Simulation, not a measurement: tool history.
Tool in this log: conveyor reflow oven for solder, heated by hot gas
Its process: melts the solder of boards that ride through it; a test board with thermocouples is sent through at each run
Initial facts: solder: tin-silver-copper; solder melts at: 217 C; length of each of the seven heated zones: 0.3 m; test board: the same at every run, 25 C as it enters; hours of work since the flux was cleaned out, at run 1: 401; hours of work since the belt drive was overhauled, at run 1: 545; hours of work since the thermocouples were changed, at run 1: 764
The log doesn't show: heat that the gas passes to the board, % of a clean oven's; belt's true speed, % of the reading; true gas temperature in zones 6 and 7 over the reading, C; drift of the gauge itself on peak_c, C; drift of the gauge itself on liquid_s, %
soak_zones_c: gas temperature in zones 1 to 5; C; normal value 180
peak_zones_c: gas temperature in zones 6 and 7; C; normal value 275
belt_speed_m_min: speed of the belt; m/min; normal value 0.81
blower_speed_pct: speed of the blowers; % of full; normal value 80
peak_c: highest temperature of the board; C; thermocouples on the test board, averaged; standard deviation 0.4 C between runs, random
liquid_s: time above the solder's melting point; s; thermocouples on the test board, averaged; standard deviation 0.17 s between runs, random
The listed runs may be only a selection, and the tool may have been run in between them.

| run | day | soak_zones_c | peak_zones_c | belt_speed_m_min | blower_speed_pct | hours of work since the flux was cleaned out | hours of work since the belt drive was overhauled | hours of work since the thermocouples were changed | peak_c | liquid_s |
|---|---|---|---|---|---|---|---|---|---|---|
| 1 | 0 | 180 | 275 | 0.81 | 80 | 401 | 545 | 764 | 260.6 | 37.8 |
| 2 | 2.488 | 180 | 275 | 0.81 | 80 | 435 | 579 | 797 | 260.8 | 37.7 |
| 3 | 4.658 | 180 | 275 | 0.9 | 80 | 464 | 608 | 827 | 257.1 | 32.5 |
|  | 7.104 | flux residue cleaned out of gas plates and filters |
| 4 | 7.904 | 180 | 275 | 0.81 | 71 | 11 | 649 | 868 | 258.6 | 36.8 |
| 5 | 9.954 | 180 | 275 | 0.81 | 80 | 38 | 677 | 895 | 260.4 | 37.8 |
| 6 | 12.462 | 180 | 275 | 0.81 | 80 | 72 | 710 | 929 | 260.8 | 37.8 |
| 7 | 14.192 | 180 | 285 | 0.81 | 80 | 96 | 734 | 952 | 269.6 | 39.8 |
| 8 | 16.421 | 180 | 275 | 0.81 | 80 | 126 | 764 | 983 | 260.9 | 37.5 |
| 9 | 19.858 | 180 | 275 | 0.81 | 80 | 172 | 810 | 1029 | 260.9 | 37.8 |
| 10 | 21.925 | 180 | 264 | 0.81 | 80 | 200 | 838 | 1057 | 250.5 | 34.4 |
| 11 | 25.767 | 180 | 264 | 0.81 | 80 | 252 | 890 | 1109 | 251 | 34.2 |
| 12 | 29.667 | 180 | 264 | 0.81 | 80 | 304 | 943 | 1161 | 250.9 | 34.1 |
|  | 30.858 | thermocouples of zones 6 and 7 changed |
| 13 | 33.812 | 193 | 275 | 0.81 | 80 | 359 | 997 | 40 | 262.7 | 41.5 |
| 14 | 35.729 | 193 | 275 | 0.81 | 80 | 385 | 1023 | 66 | 263.1 | 40.9 |
| 15 | 38.75 | 180 | 275 | 0.81 | 80 | 426 | 1064 | 107 | 260.8 | 37.5 |
| 16 | 42.367 | 180 | 275 | 0.81 | 61 | 475 | 1113 | 155 | 255.6 | 35.4 |
|  | 44.196 | flux residue cleaned out of gas plates and filters |
| 17 | 44.233 | 180 | 275 | 0.81 | 61 | 1 | 1135 | 178 | 256.8 | 35.6 |
| 18 | 47.246 | 166 | 277 | 0.863 | 85 | 41 | 1176 | 218 | 259.5 | 32.3 |
| 19 | 49.992 | 180 | 275 | 0.763 | 80 | 78 | 1213 | 255 | 262.3 | 40.7 |
| 20 | 52.254 | 194 | 263 | 0.81 | 80 | 109 | 1243 | 286 | 251.9 | 38.6 |
| 21 | 55.283 | 187 | 267 | 0.672 | 61 | 150 | 1284 | 327 | 256.2 | 45.6 |
| 22 | 57.646 | 187 | 267 | 0.672 | 61 | 182 | 1316 | 359 | 256.7 | 45.9 |
| 23 | 61.238 | 187 | 279 | 0.897 | 81 | 230 | 1365 | 407 | 262.2 | 35.8 |
|  | 63.725 | belt drive overhauled, speed set with a stopwatch |
| 24 | 63.742 | 180 | 275 | 0.872 | 73 | 262 | 0 | 439 | 257.4 | 33.1 |
| 25 | 66.708 | 168 | 270 | 0.658 | 80 | 302 | 40 | 479 | 259.6 | 44.4 |
| 26 | 70.354 | 186 | 278 | 0.81 | 80 | 351 | 89 | 528 | 264.5 | 39.9 |
| 27 | 73.654 | 186 | 278 | 0.81 | 80 | 395 | 134 | 572 | 264.1 | 39.9 |
| 28 | 77.738 | 186 | 278 | 0.81 | 80 | 450 | 189 | 628 | 264.1 | 40 |
|  | 81.2 | flux residue cleaned out of gas plates and filters |
| 29 | 81.625 | 180 | 268 | 0.81 | 80 | 6 | 239 | 677 | 254.8 | 35.6 |
| 30 | 84.938 | 180 | 285 | 0.934 | 80 | 50 | 283 | 722 | 264.9 | 33.4 |

3 options for the next run, each taken on its own from the tool as it stands now. Forecast them:
| A | 88.421 | 172 | 275 | 0.943 | 80 | 97 | 330 | 769 | ? | ? |
| B | 88.421 | 180 | 270 | 0.869 | 70 | 97 | 330 | 769 | ? | ? |
| C | 88.421 | 180 | 275 | 0.81 | 83 | 97 | 330 | 769 | ? | ? |

| run | peak_c | liquid_s |
|---|---|---|
| A | 254.8 | 28.3 |
| B | 251.7 | 31.6 |
| C | 261.4 | 37.9 |
Stripped of hidden state, with their random variation kept, the same runs would have yielded:
| run | peak_c | liquid_s |
|---|---|---|
| A | 254.8 | 28.3 |
| B | 251.7 | 31.6 |
| C | 261.4 | 37.9 |

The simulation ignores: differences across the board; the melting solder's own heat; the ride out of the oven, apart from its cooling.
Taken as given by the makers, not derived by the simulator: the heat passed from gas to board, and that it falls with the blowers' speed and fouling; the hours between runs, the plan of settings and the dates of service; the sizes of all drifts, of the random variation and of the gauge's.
